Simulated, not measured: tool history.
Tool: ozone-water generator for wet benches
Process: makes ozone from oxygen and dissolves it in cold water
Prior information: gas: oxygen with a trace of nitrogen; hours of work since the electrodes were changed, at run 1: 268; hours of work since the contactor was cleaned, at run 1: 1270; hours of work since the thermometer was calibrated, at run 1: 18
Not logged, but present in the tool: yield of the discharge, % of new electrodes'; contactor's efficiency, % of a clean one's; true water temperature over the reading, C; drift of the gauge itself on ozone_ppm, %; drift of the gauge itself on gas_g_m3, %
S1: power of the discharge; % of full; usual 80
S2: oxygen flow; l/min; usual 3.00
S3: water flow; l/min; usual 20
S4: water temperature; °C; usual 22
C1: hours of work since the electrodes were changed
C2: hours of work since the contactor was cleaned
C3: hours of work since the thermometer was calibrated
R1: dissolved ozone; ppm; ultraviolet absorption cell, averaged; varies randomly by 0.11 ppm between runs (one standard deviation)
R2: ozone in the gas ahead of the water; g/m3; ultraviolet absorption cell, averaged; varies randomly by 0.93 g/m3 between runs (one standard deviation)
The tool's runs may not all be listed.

run 1 hour=0.0 | S1=80 S2=3.00 S3=20 S4=22 | C1=268 C2=1270 C3=18 | R1=9.0 R2=157.7
run 2 hour=96.7 | S1=80 S2=3.00 S3=20 S4=22 | C1=339 C2=1341 C3=89 | R1=9.0 R2=157.9
run 3 hour=149.8 | S1=80 S2=3.00 S3=14 S4=22 | C1=378 C2=1381 C3=128 | R1=13.0 R2=158.7
run 4 hour=248.3 | S1=80 S2=3.00 S3=14 S4=22 | C1=451 C2=1454 C3=201 | R1=13.1 R2=158.3
run 5 hour=330.3 | S1=80 S2=3.00 S3=14 S4=22 | C1=512 C2=1514 C3=262 | R1=13.0 R2=157.7
run 6 hour=415.6 | S1=80 S2=3.00 S3=14 S4=15 | C1=575 C2=1577 C3=325 | R1=14.0 R2=158.3
run 7 hour=466.4 | S1=80 S2=3.00 S3=14 S4=15 | C1=613 C2=1615 C3=363 | R1=14.3 R2=157.0
run 8 hour=509.4 | S1=44 S2=4.19 S3=29 S4=15 | C1=645 C2=1647 C3=395 | R1=4.6 R2=87.3
run 9 hour=600.0 | S1=80 S2=3.68 S3=29 S4=22 | C1=712 C2=1714 C3=462 | R1=5.9 R2=135.6
run 10 hour=666.2 | S1=80 S2=3.68 S3=29 S4=22 | C1=761 C2=1763 C3=511 | R1=6.0 R2=136.7
run 11 hour=743.6 | S1=80 S2=3.14 S3=26 S4=17 | C1=818 C2=1820 C3=568 | R1=7.0 R2=152.7

Selected run-to-run steps in R2, each split into two signed amounts: the part the tool would show with no hidden state at all (from settings, incoming material and random variation), and the remainder, which goes to the hidden state together with any gauge scatter not common to the measured and the hidden-state-free results:
Run 7 -> 8: S1 80 -> 44, S2 3.00 -> 4.19, S3 14 -> 29. R2 -69.7 g/m3: hidden state +0.5, all else -70.2.
